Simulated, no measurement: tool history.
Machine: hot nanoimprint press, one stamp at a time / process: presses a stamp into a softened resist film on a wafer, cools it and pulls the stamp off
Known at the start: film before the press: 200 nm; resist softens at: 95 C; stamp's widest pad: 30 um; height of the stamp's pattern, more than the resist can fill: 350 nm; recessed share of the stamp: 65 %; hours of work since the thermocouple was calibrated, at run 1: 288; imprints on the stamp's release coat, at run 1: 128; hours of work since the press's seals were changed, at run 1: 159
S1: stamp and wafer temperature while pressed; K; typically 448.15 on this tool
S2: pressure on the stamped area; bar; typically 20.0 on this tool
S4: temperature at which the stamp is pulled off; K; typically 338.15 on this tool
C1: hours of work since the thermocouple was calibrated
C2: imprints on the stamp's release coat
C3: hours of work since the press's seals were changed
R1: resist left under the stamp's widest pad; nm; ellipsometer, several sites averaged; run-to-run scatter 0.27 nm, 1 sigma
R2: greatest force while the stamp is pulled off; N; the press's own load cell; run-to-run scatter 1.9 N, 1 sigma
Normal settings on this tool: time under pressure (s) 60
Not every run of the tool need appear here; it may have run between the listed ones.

run 1 hour=0.0 | S1=448.15 S2=20.0 time_under_pressure_(s)=60 S4=338.15 | C1=288 C2=128 C3=159 | R1=110.7 R2=148
run 2 hour=14.2 | S1=448.15 S2=20.0 time_under_pressure_(s)=60 S4=335.15 | C1=297 C2=192 C3=168 | R1=110.7 R2=159
run 3 hour=22.6 | S1=448.15 S2=20.0 time_under_pressure_(s)=60 S4=343.15 | C1=302 C2=229 C3=173 | R1=110.5 R2=139
run 4 hour=31.0 | S1=448.15 S2=20.0 time_under_pressure_(s)=60 S4=343.15 | C1=308 C2=267 C3=179 | R1=110.4 R2=139
run 5 hour=43.3 | S1=448.15 S2=20.0 time_under_pressure_(s)=60 S4=338.15 | C1=316 C2=321 C3=187 | R1=110.6 R2=159
run 6 hour=54.9 | S1=448.15 S2=20.0 time_under_pressure_(s)=60 S4=338.15 | C1=323 C2=373 C3=194 | R1=110.9 R2=160
run 7 hour=62.1 | S1=448.15 S2=20.0 time_under_pressure_(s)=60 S4=335.15 | C1=328 C2=405 C3=199 | R1=110.7 R2=164
run 8 hour=77.0 | S1=448.15 S2=20.0 time_under_pressure_(s)=60 S4=330.15 | C1=338 C2=472 C3=209 | R1=111.5 R2=184
run 9 hour=90.7 | S1=448.15 S2=20.0 time_under_pressure_(s)=60 S4=330.15 | C1=346 C2=533 C3=217 | R1=110.9 R2=188
run 10 hour=105.4 | S1=448.15 S2=20.0 time_under_pressure_(s)=60 S4=335.15 | C1=356 C2=599 C3=227 | R1=111.2 R2=178
run 11 hour=112.0 | S1=448.15 S2=20.0 time_under_pressure_(s)=60 S4=335.15 | C1=360 C2=628 C3=231 | R1=111.1 R2=178
-- hour=126.0 stamp cleaned and given a new release coat
run 12 hour=130.8 | S1=448.15 S2=20.0 time_under_pressure_(s)=60 S4=338.15 | C1=368 C2=21 C3=240 | R1=110.7 R2=145
run 13 hour=141.5 | S1=448.15 S2=20.0 time_under_pressure_(s)=60 S4=338.15 | C1=375 C2=69 C3=246 | R1=111.3 R2=147
run 14 hour=156.0 | S1=448.15 S2=20.0 time_under_pressure_(s)=60 S4=338.15 | C1=385 C2=133 C3=256 | R1=111.9 R2=151
run 15 hour=169.3 | S1=448.15 S2=20.0 time_under_pressure_(s)=60 S4=338.15 | C1=393 C2=193 C3=264 | R1=111.4 R2=152
run 16 hour=178.0 | S1=448.15 S2=20.0 time_under_pressure_(s)=60 S4=338.15 | C1=399 C2=231 C3=270 | R1=111.4 R2=150
run 17 hour=184.0 | S1=448.15 S2=20.8 time_under_pressure_(s)=60 S4=327.15 | C1=403 C2=258 C3=274 | R1=108.7 R2=185
run 18 hour=194.1 | S1=454.15 S2=29.3 time_under_pressure_(s)=48 S4=345.15 | C1=409 C2=303 C3=280 | R1=81.4 R2=134
run 19 hour=207.5 | S1=454.15 S2=21.7 time_under_pressure_(s)=82 S4=345.15 | C1=418 C2=363 C3=289 | R1=81.2 R2=139
run 20 hour=217.3 | S1=448.15 S2=28.3 time_under_pressure_(s)=60 S4=338.15 | C1=424 C2=407 C3=295 | R1=92.4 R2=159
run 21 hour=225.1 | S1=448.15 S2=28.3 time_under_pressure_(s)=60 S4=338.15 | C1=429 C2=442 C3=300 | R1=92.7 R2=162
run 22 hour=237.4 | S1=448.15 S2=26.3 time_under_pressure_(s)=60 S4=323.15 | C1=437 C2=496 C3=308 | R1=96.8 R2=211
-- hour=251.9 plate thermocouple calibrated
run 23 hour=252.5 | S1=448.15 S2=20.0 time_under_pressure_(s)=38 S4=338.15 | C1=0 C2=550 C3=316 | R1=123.6 R2=159
run 24 hour=260.0 | S1=444.15 S2=20.0 time_under_pressure_(s)=34 S4=342.15 | C1=5 C2=584 C3=321 | R1=140.3 R2=150
run 25 hour=273.9 | S1=448.15 S2=20.0 time_under_pressure_(s)=60 S4=338.15 | C1=14 C2=646 C3=330 | R1=109.2 R2=171
-- hour=283.6 stamp cleaned and given a new release coat
run 26 hour=290.8 | S1=450.15 S2=20.5 time_under_pressure_(s)=98 S4=339.15 | C1=21 C2=33 C3=337 | R1=87.2 R2=138
run 27 hour=297.9 | S1=447.15 S2=29.4 time_under_pressure_(s)=98 S4=339.15 | C1=26 C2=64 C3=342 | R1=78.3 R2=144
run 28 hour=307.2 | S1=447.15 S2=29.4 time_under_pressure_(s)=98 S4=345.15 | C1=32 C2=105 C3=348 | R1=77.7 R2=128
run 29 hour=315.6 | S1=439.15 S2=29.1 time_under_pressure_(s)=53 S4=345.15 | C1=37 C2=143 C3=353 | R1=121.5 R2=129

Forecast each of these 4 alternatives for the next run:
run A hour=330.0 | S1=439.15 S2=29.1 time_under_pressure_(s)=53 S4=331.15 | C1=47 C2=207 C3=362 | R1=? R2=?
run B hour=330.0 | S1=439.15 S2=29.1 time_under_pressure_(s)=34 S4=324.15 | C1=47 C2=207 C3=362 | R1=? R2=?
run C hour=330.0 | S1=452.15 S2=29.1 time_under_pressure_(s)=53 S4=342.15 | C1=47 C2=207 C3=362 | R1=? R2=?
run D hour=330.0 | S1=453.15 S2=29.1 time_under_pressure_(s)=53 S4=345.15 | C1=47 C2=207 C3=362 | R1=? R2=?

run=A R1=122.4 R2=167
run=B R1=136.5 R2=185
run=C R1=81.9 R2=141
run=D R1=79.8 R2=129
With the hidden condition removed and each run's random variation left untouched, the same runs would have given:
run=A R1=121.6 R2=160
run=B R1=135.6 R2=177
run=C R1=81.1 R2=135
run=D R1=79.0 R2=123

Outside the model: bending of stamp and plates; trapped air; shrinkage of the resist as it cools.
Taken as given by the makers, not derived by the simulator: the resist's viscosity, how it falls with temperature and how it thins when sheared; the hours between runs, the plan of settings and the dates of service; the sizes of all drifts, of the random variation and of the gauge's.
